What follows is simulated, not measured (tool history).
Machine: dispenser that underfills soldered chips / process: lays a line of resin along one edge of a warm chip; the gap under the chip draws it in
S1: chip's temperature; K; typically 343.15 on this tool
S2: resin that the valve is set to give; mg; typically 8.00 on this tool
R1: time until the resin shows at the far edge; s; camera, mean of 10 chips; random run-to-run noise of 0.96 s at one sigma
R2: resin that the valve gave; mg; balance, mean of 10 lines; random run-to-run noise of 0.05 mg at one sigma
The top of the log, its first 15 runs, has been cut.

At hour 58.9: new syringe of resin.
Run 16, hour 62.7: usual settings. Result: R1 103.2 s, R2 7.26 mg.
At hour 66.9: new syringe of resin.
Run 17, hour 67.2: usual settings but S2 9.77 mg. Result: R1 93.8 s, R2 8.87 mg.
Run 18, hour 72.0: usual settings but S2 9.77 mg. Result: R1 104.1 s, R2 8.82 mg.
At hour 74.7: new syringe of resin.
Run 19, hour 74.8: usual settings but S1 341.15 K, S2 8.86 mg. Result: R1 102.1 s, R2 7.98 mg.
Run 20, hour 78.7: usual settings but S1 346.15 K, S2 9.47 mg. Result: R1 90.4 s, R2 8.50 mg.
At hour 82.5: dispensing valve cleaned and set on the balance.
At hour 83.3: new syringe of resin.
Run 21, hour 84.4: usual settings but S1 349.15 K, S2 7.03 mg. Result: R1 74.8 s, R2 7.02 mg.
Run 22, hour 87.5: usual settings but S1 331.15 K, S2 7.63 mg. Result: R1 176.7 s, R2 7.59 mg.
At hour 91.1: new syringe of resin.
Run 23, hour 91.8: usual settings but S2 10.17 mg. Result: R1 92.0 s, R2 10.09 mg.
Run 24, hour 96.3: usual settings but S2 10.17 mg. Result: R1 101.0 s, R2 10.15 mg.
At hour 98.7: new syringe of resin.
Run 25, hour 99.3: usual settings but S1 333.15 K, S2 9.54 mg. Result: R1 148.0 s, R2 9.42 mg.
Run 26, hour 104.1: usual settings but S1 337.15 K, S2 8.46 mg. Result: R1 136.1 s, R2 8.35 mg.
At hour 106.3: new syringe of resin.
Run 27, hour 109.5: usual settings but S2 8.25 mg. Result: R1 98.1 s, R2 8.11 mg.
Run 28, hour 112.0: usual settings but S1 341.15 K, S2 7.13 mg. Result: R1 116.3 s, R2 6.97 mg.
At hour 114.2: new syringe of resin.
Run 29, hour 117.0: usual settings but S1 341.15 K, S2 7.13 mg. Result: R1 111.5 s, R2 7.01 mg.
Run 30, hour 119.6: usual settings but S1 345.15 K. Result: R1 95.5 s, R2 7.75 mg.
At hour 121.8: new syringe of resin.
Run 31, hour 124.4: usual settings but S1 344.15 K, S2 9.57 mg. Result: R1 91.7 s, R2 9.36 mg.
Run 32, hour 127.6: usual settings but S1 347.15 K, S2 8.35 mg. Result: R1 88.9 s, R2 8.15 mg.
At hour 129.5: new syringe of resin.
Run 33, hour 131.3: usual settings but S1 330.15 K, S2 8.35 mg. Result: R1 173.2 s, R2 8.08 mg.
Run 34, hour 136.2: usual settings but S1 334.15 K, S2 8.70 mg. Result: R1 163.1 s, R2 8.41 mg.
At hour 137.2: new syringe of resin.
Run 35, hour 140.1: usual settings but S1 333.15 K, S2 7.52 mg. Result: R1 158.5 s, R2 7.18 mg.
Run 36, hour 143.0: usual settings but S1 338.15 K, S2 7.07 mg. Result: R1 139.3 s, R2 6.83 mg.

What if the next run were any one of these 4? Each begins from the tool's condition after run 36:
At hour 145.0: new syringe of resin.
Run A, hour 147.6: usual settings but S1 338.15 K. Result: R1 ?, R2 ?.
At hour 145.0: new syringe of resin.
Run B, hour 147.6: usual settings but S1 338.15 K, S2 7.07 mg. Result: R1 ?, R2 ?.
At hour 145.0: new syringe of resin.
Run C, hour 147.6: usual settings but S1 344.15 K, S2 8.08 mg. Result: R1 ?, R2 ?.
At hour 145.0: new syringe of resin.
Run D, hour 147.6: usual settings but S1 338.15 K, S2 9.06 mg. Result: R1 ?, R2 ?.

run     R1    R2
  A  120.4  7.74
  B  125.2  6.83
  C   91.6  7.80
  D  116.2  8.81
Take away the tool's hidden state, keep each run's random variation, and the runs would have read:
run     R1    R2
  A  112.7  8.06
  B  116.6  7.11
  C   85.8  8.12
  D  109.1  9.18
